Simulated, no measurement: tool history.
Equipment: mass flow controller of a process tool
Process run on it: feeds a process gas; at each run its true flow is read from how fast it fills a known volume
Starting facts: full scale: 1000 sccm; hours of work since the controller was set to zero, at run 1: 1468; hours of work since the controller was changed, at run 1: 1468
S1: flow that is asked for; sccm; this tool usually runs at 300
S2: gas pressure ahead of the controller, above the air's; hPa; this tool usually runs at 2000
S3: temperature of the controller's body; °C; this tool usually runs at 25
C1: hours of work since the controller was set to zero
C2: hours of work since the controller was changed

run 1 hour=0.0 | S1=300 S2=2000 S3=25 | C1=1468 C2=1468 | true_flow_(%)=97.21
run 2 hour=144.1 | S1=300 S2=2000 S3=25 | C1=1533 C2=1533 | true_flow_(%)=97.11
run 3 hour=379.8 | S1=300 S2=2000 S3=23 | C1=1640 C2=1640 | true_flow_(%)=97.11
run 4 hour=597.6 | S1=300 S2=2280 S3=23 | C1=1739 C2=1739 | true_flow_(%)=96.93
run 5 hour=760.7 | S1=300 S2=2280 S3=23 | C1=1813 C2=1813 | true_flow_(%)=96.78
run 6 hour=944.7 | S1=300 S2=2000 S3=25 | C1=1897 C2=1897 | true_flow_(%)=96.92
run 7 hour=1072.9 | S1=300 S2=2480 S3=25 | C1=1955 C2=1955 | true_flow_(%)=96.71
run 8 hour=1350.8 | S1=300 S2=2090 S3=35 | C1=2081 C2=2081 | true_flow_(%)=97.10
run 9 hour=1517.9 | S1=300 S2=2390 S3=27 | C1=2157 C2=2157 | true_flow_(%)=96.68
run 10 hour=1741.6 | S1=300 S2=2500 S3=39 | C1=2259 C2=2259 | true_flow_(%)=96.95
run 11 hour=1906.4 | S1=300 S2=2500 S3=39 | C1=2333 C2=2333 | true_flow_(%)=96.92
run 12 hour=2059.5 | S1=300 S2=2500 S3=39 | C1=2403 C2=2403 | true_flow_(%)=96.90
run 13 hour=2305.8 | S1=948 S2=1760 S3=25 | C1=2515 C2=2515 | true_flow_(%)=98.82

3 options for the next run, each taken on its own from the tool as it stands now. Forecast them:
run A hour=2456.9 | S1=199 S2=1760 S3=36 | C1=2583 C2=2583 | true_flow_(%)=?
run B hour=2456.9 | S1=779 S2=2000 S3=24 | C1=2583 C2=2583 | true_flow_(%)=?
run C hour=2456.9 | S1=541 S2=1820 S3=36 | C1=2583 C2=2583 | true_flow_(%)=?

run=A true_flow_(%)=95.30
run=B true_flow_(%)=98.18
run=C true_flow_(%)=97.87
What these runs would have given with no unlogged condition in the tool:
run=A true_flow_(%)=99.07
run=B true_flow_(%)=99.53
run=C true_flow_(%)=99.58
